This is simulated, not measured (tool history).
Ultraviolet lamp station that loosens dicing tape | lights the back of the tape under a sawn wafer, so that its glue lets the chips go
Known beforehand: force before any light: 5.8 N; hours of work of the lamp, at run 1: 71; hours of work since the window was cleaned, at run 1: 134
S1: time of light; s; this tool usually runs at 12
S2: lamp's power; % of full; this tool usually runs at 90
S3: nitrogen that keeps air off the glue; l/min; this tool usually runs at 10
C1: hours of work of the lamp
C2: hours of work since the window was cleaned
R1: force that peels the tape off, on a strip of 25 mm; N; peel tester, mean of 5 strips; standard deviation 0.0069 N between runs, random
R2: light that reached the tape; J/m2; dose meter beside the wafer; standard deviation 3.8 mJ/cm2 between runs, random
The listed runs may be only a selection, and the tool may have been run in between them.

run,day,S1,S2,S3,C1,C2,R1,R2
1,0.000,12,90,10,71,134,0.282,5930
2,0.758,12,90,10,85,148,0.290,5910
3,1.200,8,90,10,93,156,0.604,3880
4,1.912,12,90,10,106,169,0.284,5750
5,2.258,12,90,10,113,176,0.281,5750
6,2.604,12,90,10,119,182,0.287,5710
7,3.029,12,90,10,127,190,0.293,5740
8,3.508,12,90,10,136,199,0.296,5670
9,4.138,12,70,10,147,210,0.486,4380
10,4.625,12,90,10,156,219,0.297,5530
# day 4.704: window cleaned of glue's vapour
11,5.312,12,68,10,168,11,0.575,3970
12,5.750,12,90,13,176,19,0.297,5420
13,6.329,14,90,13,187,30,0.232,6120
14,6.679,15,70,10,193,36,0.364,5100
15,7.046,15,70,10,200,43,0.358,5080
# day 7.121: window cleaned of glue's vapour, once more
16,7.858,6,70,9,215,14,1.490,2230
17,8.333,19,70,5,223,22,0.265,7110
18,9.038,19,70,5,236,35,0.275,7020
19,9.858,17,66,12,251,50,0.263,5750
20,10.504,7,86,3,263,62,1.406,3100

Below are 4 alternative next runs, each starting from the tool's condition after run 20. Predict each:
A,11.062,18,82,3,274,72,?,?
B,11.062,12,90,4,274,72,?,?
C,11.062,10,86,10,274,72,?,?
D,11.062,12,90,3,274,72,?,?

run,R1,R2
A,0.291,7570
B,0.464,5520
C,0.499,4360
D,0.529,5550
Without the tool's hidden state the same runs would have given:
run,R1,R2
A,0.225,8830
B,0.342,6440
C,0.369,5090
D,0.392,6480

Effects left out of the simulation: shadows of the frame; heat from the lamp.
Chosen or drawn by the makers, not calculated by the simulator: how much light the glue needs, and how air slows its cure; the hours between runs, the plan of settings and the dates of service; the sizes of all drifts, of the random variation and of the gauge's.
